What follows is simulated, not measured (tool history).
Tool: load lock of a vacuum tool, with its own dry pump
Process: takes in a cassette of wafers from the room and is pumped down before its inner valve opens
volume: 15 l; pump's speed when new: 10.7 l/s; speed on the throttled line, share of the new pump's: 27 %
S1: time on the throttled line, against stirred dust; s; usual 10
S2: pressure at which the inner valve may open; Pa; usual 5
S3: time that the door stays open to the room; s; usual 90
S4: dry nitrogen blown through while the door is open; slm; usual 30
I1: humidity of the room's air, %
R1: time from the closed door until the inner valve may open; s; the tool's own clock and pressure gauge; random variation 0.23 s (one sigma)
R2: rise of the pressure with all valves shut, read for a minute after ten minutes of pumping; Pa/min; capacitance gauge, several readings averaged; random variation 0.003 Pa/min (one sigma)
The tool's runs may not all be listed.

Run 1, hour 0: usual settings; I1 43.7. Result: R1 21.5 s, R2 0.026 Pa/min.
Run 2, hour 179.1: usual settings; I1 49.2. Result: R1 21.7 s, R2 0.035 Pa/min.
Run 3, hour 313.2: usual settings but S1 12 s; I1 43.6. Result: R1 22.9 s, R2 0.034 Pa/min.
Run 4, hour 486.7: usual settings but S1 12 s; I1 44.1. Result: R1 22.9 s, R2 0.029 Pa/min.
Run 5, hour 600.3: usual settings but S1 12 s; I1 45.7. Result: R1 22.8 s, R2 0.029 Pa/min.
Run 6, hour 731.9: usual settings but S1 17 s; I1 42.1. Result: R1 26.6 s, R2 0.027 Pa/min.
Run 7, hour 845: usual settings but S1 17 s; I1 46.7. Result: R1 26.1 s, R2 0.036 Pa/min.
Run 8, hour 933: usual settings but S1 17 s; I1 46. Result: R1 26.6 s, R2 0.035 Pa/min.
Run 9, hour 1051.4: usual settings but S4 16 slm; I1 46.3. Result: R1 21.8 s, R2 0.051 Pa/min.
Run 10, hour 1231: usual settings but S1 6 s; I1 42.2. Result: R1 19.2 s, R2 0.024 Pa/min.
Run 11, hour 1383.4: usual settings but S1 6 s; I1 46.6. Result: R1 18.1 s, R2 0.026 Pa/min.
Run 12, hour 1508.8: usual settings but S1 16 s, S4 29 slm; I1 44. Result: R1 26 s, R2 0.033 Pa/min.
Run 13, hour 1634.7: usual settings but S1 13 s, S4 44 slm; I1 40.5. Result: R1 23.5 s, R2 0.022 Pa/min.
Run 14, hour 1816.8: usual settings but S1 5 s, S3 32 s, S4 19 slm; I1 46.3. Result: R1 17.5 s, R2 0.033 Pa/min.
At hour 1832.8: dry pump taken out, an overhauled one fitted.
Run 15, hour 1952.7: usual settings but S1 5 s, S3 32 s, S4 19 slm; I1 44.3. Result: R1 17.7 s, R2 0.032 Pa/min.
Run 16, hour 2032: usual settings but S4 10 slm; I1 46.6. Result: R1 21.5 s, R2 0.056 Pa/min.
Run 17, hour 2175.8: usual settings but S4 9 slm; I1 50.4. Result: R1 21.5 s, R2 0.068 Pa/min.
Run 18, hour 2338.7: usual settings but S4 9 slm; I1 41.8. Result: R1 21.4 s, R2 0.058 Pa/min.
Run 19, hour 2512.7: usual settings but S1 16 s; I1 44.1. Result: R1 25.9 s, R2 0.032 Pa/min.
Run 20, hour 2629.4: usual settings but S1 19 s, S2 4 Pa, S3 168 s, S4 4 slm; I1 45. Result: R1 28 s, R2 0.108 Pa/min.

3 ways to go on from here, each from the tool as it stands after run 20. What would each give?
Run A, hour 2761.8: usual settings but S1 7 s, S2 8 Pa, S4 21 slm; I1 45.8. Result: R1 ?, R2 ?.
Run B, hour 2761.8: usual settings but S1 8 s, S3 75 s, S4 6 slm; I1 44.7. Result: R1 ?, R2 ?.
Run C, hour 2761.8: usual settings but S1 19 s, S2 4 Pa, S3 99 s, S4 4 slm; I1 45.2. Result: R1 ?, R2 ?.

run    R1     R2
  A  18.4  0.044
  B  19.8  0.078
  C  28.2  0.093
Without the tool's hidden state the same runs would have given:
run    R1     R2
  A  18.4  0.044
  B  19.8  0.077
  C  28.2  0.092
